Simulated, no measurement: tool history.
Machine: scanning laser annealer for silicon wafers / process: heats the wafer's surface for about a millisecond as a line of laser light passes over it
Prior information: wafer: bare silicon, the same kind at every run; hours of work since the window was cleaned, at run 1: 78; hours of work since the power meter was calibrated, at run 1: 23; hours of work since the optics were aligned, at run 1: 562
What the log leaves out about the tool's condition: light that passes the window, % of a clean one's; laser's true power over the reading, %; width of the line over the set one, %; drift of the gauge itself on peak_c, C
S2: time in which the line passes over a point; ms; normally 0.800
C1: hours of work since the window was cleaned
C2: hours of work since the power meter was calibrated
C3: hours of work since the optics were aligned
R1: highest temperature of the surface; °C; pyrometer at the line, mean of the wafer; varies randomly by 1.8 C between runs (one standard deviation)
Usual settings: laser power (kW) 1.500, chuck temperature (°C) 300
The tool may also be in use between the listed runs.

run 1 hour=0.0 | laser_power_(kW)=1.500 S2=0.800 chuck_temperature_(°C)=300 | C1=78 C2=23 C3=562 | R1=1054
run 2 hour=19.6 | laser_power_(kW)=1.500 S2=0.800 chuck_temperature_(°C)=300 | C1=86 C2=31 C3=569 | R1=1050
run 3 hour=31.5 | laser_power_(kW)=1.500 S2=0.800 chuck_temperature_(°C)=300 | C1=91 C2=36 C3=574 | R1=1051
run 4 hour=47.5 | laser_power_(kW)=1.500 S2=0.800 chuck_temperature_(°C)=300 | C1=98 C2=42 C3=581 | R1=1050
run 5 hour=61.6 | laser_power_(kW)=1.500 S2=0.800 chuck_temperature_(°C)=300 | C1=103 C2=48 C3=587 | R1=1049
run 6 hour=72.3 | laser_power_(kW)=1.500 S2=0.800 chuck_temperature_(°C)=300 | C1=108 C2=52 C3=591 | R1=1047
run 7 hour=84.5 | laser_power_(kW)=1.500 S2=0.800 chuck_temperature_(°C)=300 | C1=113 C2=57 C3=596 | R1=1046
run 8 hour=98.5 | laser_power_(kW)=1.500 S2=0.800 chuck_temperature_(°C)=300 | C1=118 C2=63 C3=602 | R1=1050
run 9 hour=114.0 | laser_power_(kW)=1.500 S2=0.800 chuck_temperature_(°C)=300 | C1=125 C2=69 C3=608 | R1=1049
run 10 hour=127.2 | laser_power_(kW)=1.500 S2=0.800 chuck_temperature_(°C)=300 | C1=130 C2=75 C3=613 | R1=1047
run 11 hour=142.9 | laser_power_(kW)=1.500 S2=0.800 chuck_temperature_(°C)=300 | C1=136 C2=81 C3=620 | R1=1043
run 12 hour=156.4 | laser_power_(kW)=1.500 S2=0.800 chuck_temperature_(°C)=300 | C1=142 C2=87 C3=625 | R1=1045
run 13 hour=170.2 | laser_power_(kW)=1.500 S2=0.800 chuck_temperature_(°C)=300 | C1=147 C2=92 C3=631 | R1=1044
run 14 hour=180.4 | laser_power_(kW)=1.500 S2=0.800 chuck_temperature_(°C)=339 | C1=152 C2=96 C3=635 | R1=1080
run 15 hour=193.0 | laser_power_(kW)=1.500 S2=0.800 chuck_temperature_(°C)=300 | C1=157 C2=101 C3=640 | R1=1045
run 16 hour=203.0 | laser_power_(kW)=1.500 S2=0.800 chuck_temperature_(°C)=300 | C1=161 C2=105 C3=644 | R1=1045
run 17 hour=214.3 | laser_power_(kW)=1.500 S2=0.800 chuck_temperature_(°C)=300 | C1=165 C2=110 C3=649 | R1=1044
run 18 hour=226.9 | laser_power_(kW)=1.500 S2=0.768 chuck_temperature_(°C)=300 | C1=170 C2=115 C3=654 | R1=1030
run 19 hour=244.0 | laser_power_(kW)=1.500 S2=0.800 chuck_temperature_(°C)=300 | C1=177 C2=122 C3=661 | R1=1045
run 20 hour=259.8 | laser_power_(kW)=1.500 S2=0.800 chuck_temperature_(°C)=300 | C1=184 C2=129 C3=667 | R1=1044
run 21 hour=276.7 | laser_power_(kW)=1.426 S2=0.800 chuck_temperature_(°C)=327 | C1=191 C2=135 C3=674 | R1=1025
run 22 hour=288.3 | laser_power_(kW)=1.426 S2=0.800 chuck_temperature_(°C)=327 | C1=195 C2=140 C3=679 | R1=1021
run 23 hour=305.8 | laser_power_(kW)=1.632 S2=0.590 chuck_temperature_(°C)=333 | C1=203 C2=147 C3=686 | R1=1041
run 24 hour=325.8 | laser_power_(kW)=1.458 S2=0.747 chuck_temperature_(°C)=290 | C1=211 C2=155 C3=694 | R1=980
run 25 hour=337.5 | laser_power_(kW)=1.458 S2=0.747 chuck_temperature_(°C)=290 | C1=215 C2=160 C3=699 | R1=977
run 26 hour=347.1 | laser_power_(kW)=1.560 S2=0.747 chuck_temperature_(°C)=290 | C1=219 C2=164 C3=702 | R1=1038
run 27 hour=363.9 | laser_power_(kW)=1.560 S2=0.636 chuck_temperature_(°C)=290 | C1=226 C2=171 C3=709 | R1=983
run 28 hour=374.2 | laser_power_(kW)=1.561 S2=0.926 chuck_temperature_(°C)=297 | C1=230 C2=175 C3=714 | R1=1125
run 29 hour=387.3 | laser_power_(kW)=1.406 S2=0.695 chuck_temperature_(°C)=337 | C1=236 C2=180 C3=719 | R1=972
run 30 hour=405.0 | laser_power_(kW)=1.500 S2=0.800 chuck_temperature_(°C)=283 | C1=243 C2=188 C3=726 | R1=1015
run 31 hour=423.6 | laser_power_(kW)=1.500 S2=0.903 chuck_temperature_(°C)=324 | C1=250 C2=195 C3=734 | R1=1103
run 32 hour=437.8 | laser_power_(kW)=1.342 S2=0.721 chuck_temperature_(°C)=327 | C1=256 C2=201 C3=739 | R1=934
run 33 hour=457.2 | laser_power_(kW)=1.342 S2=0.721 chuck_temperature_(°C)=327 | C1=264 C2=209 C3=747 | R1=931
run 34 hour=470.4 | laser_power_(kW)=1.340 S2=0.800 chuck_temperature_(°C)=293 | C1=269 C2=214 C3=753 | R1=934
run 35 hour=485.0 | laser_power_(kW)=1.340 S2=0.836 chuck_temperature_(°C)=293 | C1=275 C2=220 C3=759 | R1=944
run 36 hour=496.7 | laser_power_(kW)=1.368 S2=0.834 chuck_temperature_(°C)=300 | C1=280 C2=225 C3=763 | R1=967
run 37 hour=515.0 | laser_power_(kW)=1.368 S2=0.834 chuck_temperature_(°C)=300 | C1=288 C2=232 C3=771 | R1=968
run 38 hour=535.5 | laser_power_(kW)=1.368 S2=0.834 chuck_temperature_(°C)=300 | C1=296 C2=241 C3=779 | R1=966
run 39 hour=552.2 | laser_power_(kW)=1.368 S2=0.834 chuck_temperature_(°C)=300 | C1=303 C2=247 C3=786 | R1=967
run 40 hour=562.8 | laser_power_(kW)=1.368 S2=0.834 chuck_temperature_(°C)=300 | C1=307 C2=252 C3=790 | R1=965

Measured less the same run without the tool's hidden state. The same run-to-run variation is in both; the gauge's scatter may not be:
run=1 R1=-27
run=2 R1=-29
run=3 R1=-29
run=4 R1=-30
run=5 R1=-30
run=6 R1=-30
run=7 R1=-31
run=8 R1=-31
run=9 R1=-32
run=10 R1=-32
run=11 R1=-33
run=12 R1=-34
run=13 R1=-34
run=14 R1=-35
run=15 R1=-36
run=16 R1=-36
run=17 R1=-37
run=18 R1=-36
run=19 R1=-38
run=20 R1=-39
run=21 R1=-37
run=22 R1=-37
run=23 R1=-38
run=24 R1=-39
run=25 R1=-39
run=26 R1=-42
run=27 R1=-40
run=28 R1=-48
run=29 R1=-38
run=30 R1=-44
run=31 R1=-48
run=32 R1=-38
run=33 R1=-39
run=34 R1=-41
run=35 R1=-43
run=36 R1=-44
run=37 R1=-44
run=38 R1=-45
run=39 R1=-46
run=40 R1=-47
